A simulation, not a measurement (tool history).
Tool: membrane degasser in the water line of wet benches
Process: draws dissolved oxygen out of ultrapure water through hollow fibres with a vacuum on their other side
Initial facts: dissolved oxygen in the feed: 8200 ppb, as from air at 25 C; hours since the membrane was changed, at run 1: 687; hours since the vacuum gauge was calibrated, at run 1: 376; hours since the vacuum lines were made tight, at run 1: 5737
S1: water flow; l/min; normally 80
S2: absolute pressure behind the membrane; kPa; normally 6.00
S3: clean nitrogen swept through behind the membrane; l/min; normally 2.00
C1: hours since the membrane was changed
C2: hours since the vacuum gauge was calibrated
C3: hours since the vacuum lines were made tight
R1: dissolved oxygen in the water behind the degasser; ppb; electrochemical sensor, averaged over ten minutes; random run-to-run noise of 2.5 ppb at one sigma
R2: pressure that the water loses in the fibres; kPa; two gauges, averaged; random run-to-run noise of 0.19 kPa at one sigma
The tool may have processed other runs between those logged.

run 1 hour=0.0 | S1=80 S2=6.00 S3=2.00 | C1=687 C2=376 C3=5737 | R1=247.9 R2=39.58
run 2 hour=88.1 | S1=80 S2=6.00 S3=2.00 | C1=775 C2=464 C3=5825 | R1=251.6 R2=39.44
run 3 hour=235.6 | S1=80 S2=6.00 S3=2.00 | C1=923 C2=611 C3=5972 | R1=251.6 R2=39.58
run 4 hour=385.9 | S1=80 S2=6.00 S3=2.00 | C1=1073 C2=762 C3=6123 | R1=254.9 R2=39.47
run 5 hour=486.2 | S1=80 S2=6.00 S3=2.00 | C1=1173 C2=862 C3=6223 | R1=254.6 R2=39.74
run 6 hour=554.7 | S1=80 S2=6.00 S3=4.19 | C1=1242 C2=931 C3=6291 | R1=153.3 R2=39.58
run 7 hour=689.6 | S1=78 S2=6.00 S3=2.00 | C1=1377 C2=1065 C3=6426 | R1=246.8 R2=39.22
run 8 hour=819.0 | S1=78 S2=6.00 S3=2.00 | C1=1506 C2=1195 C3=6556 | R1=247.4 R2=38.85
run 9 hour=914.0 | S1=78 S2=6.00 S3=2.00 | C1=1601 C2=1290 C3=6651 | R1=247.8 R2=39.19
run 10 hour=1060.2 | S1=80 S2=6.00 S3=4.42 | C1=1747 C2=1436 C3=6797 | R1=148.6 R2=40.27
run 11 hour=1126.1 | S1=80 S2=6.00 S3=4.42 | C1=1813 C2=1502 C3=6863 | R1=148.6 R2=40.40
run 12 hour=1195.0 | S1=80 S2=6.00 S3=4.42 | C1=1882 C2=1571 C3=6932 | R1=145.9 R2=39.98
run 13 hour=1339.1 | S1=80 S2=6.00 S3=4.42 | C1=2026 C2=1715 C3=7076 | R1=148.3 R2=40.40
run 14 hour=1476.1 | S1=80 S2=6.00 S3=4.42 | C1=2163 C2=1852 C3=7213 | R1=145.1 R2=40.58
-- hour=1628.6 gauge calibrated
run 15 hour=1628.6 | S1=80 S2=6.00 S3=4.42 | C1=2316 C2=2005 C3=7365 | R1=146.1 R2=39.38
run 16 hour=1724.6 | S1=80 S2=14.59 S3=2.00 | C1=2412 C2=2101 C3=7461 | R1=873.0 R2=39.42
run 17 hour=1789.2 | S1=56 S2=6.00 S3=1.50 | C1=2476 C2=2165 C3=7526 | R1=220.2 R2=27.69
run 18 hour=1855.7 | S1=99 S2=11.84 S3=2.17 | C1=2543 C2=2232 C3=7592 | R1=778.7 R2=49.04
run 19 hour=1929.7 | S1=99 S2=11.84 S3=2.17 | C1=2617 C2=2306 C3=7666 | R1=784.4 R2=49.12
run 20 hour=2073.4 | S1=99 S2=10.60 S3=2.17 | C1=2760 C2=2449 C3=7810 | R1=668.2 R2=49.29
run 21 hour=2168.7 | S1=73 S2=5.28 S3=1.82 | C1=2856 C2=2545 C3=7905 | R1=190.6 R2=36.27
run 22 hour=2235.7 | S1=99 S2=4.45 S3=5.44 | C1=2923 C2=2612 C3=7972 | R1=110.1 R2=49.12
run 23 hour=2381.4 | S1=96 S2=6.00 S3=2.12 | C1=3068 C2=2757 C3=8118 | R1=297.3 R2=47.42
run 24 hour=2449.1 | S1=61 S2=12.23 S3=1.74 | C1=3136 C2=2825 C3=8186 | R1=630.4 R2=30.45
run 25 hour=2594.6 | S1=61 S2=9.06 S3=2.14 | C1=3282 C2=2971 C3=8331 | R1=362.1 R2=30.65
run 26 hour=2665.6 | S1=61 S2=9.06 S3=2.14 | C1=3353 C2=3041 C3=8402 | R1=360.5 R2=30.48
run 27 hour=2791.6 | S1=61 S2=9.06 S3=2.14 | C1=3479 C2=3168 C3=8528 | R1=355.1 R2=30.73
run 28 hour=2856.1 | S1=82 S2=4.58 S3=5.23 | C1=3543 C2=3232 C3=8593 | R1=87.4 R2=41.03
run 29 hour=2928.3 | S1=82 S2=4.58 S3=5.23 | C1=3615 C2=3304 C3=8665 | R1=86.5 R2=41.61
-- hour=3013.1 seals of the vacuum lines changed
run 30 hour=3055.1 | S1=80 S2=4.58 S3=2.94 | C1=3740 C2=3429 C3=42 | R1=115.2 R2=40.35
run 31 hour=3166.5 | S1=118 S2=4.47 S3=1.04 | C1=3852 C2=3540 C3=153 | R1=292.9 R2=59.70

3 ways to go on from here, each from the tool as it stands after run 31. What would each give?
run A hour=3305.5 | S1=80 S2=6.00 S3=1.32 | C1=3991 C2=3679 C3=292 | R1=? R2=?
run B hour=3305.5 | S1=57 S2=13.32 S3=1.19 | C1=3991 C2=3679 C3=292 | R1=? R2=?
run C hour=3305.5 | S1=118 S2=6.49 S3=5.10 | C1=3991 C2=3679 C3=292 | R1=? R2=?

run=A R1=328.9 R2=40.40
run=B R1=868.7 R2=28.75
run=C R1=248.5 R2=59.84
The same runs, with their run-to-run variation unchanged, on a tool lacking any hidden condition would have given:
run=A R1=328.7 R2=39.18
run=B R1=868.6 R2=27.88
run=C R1=248.3 R2=58.04
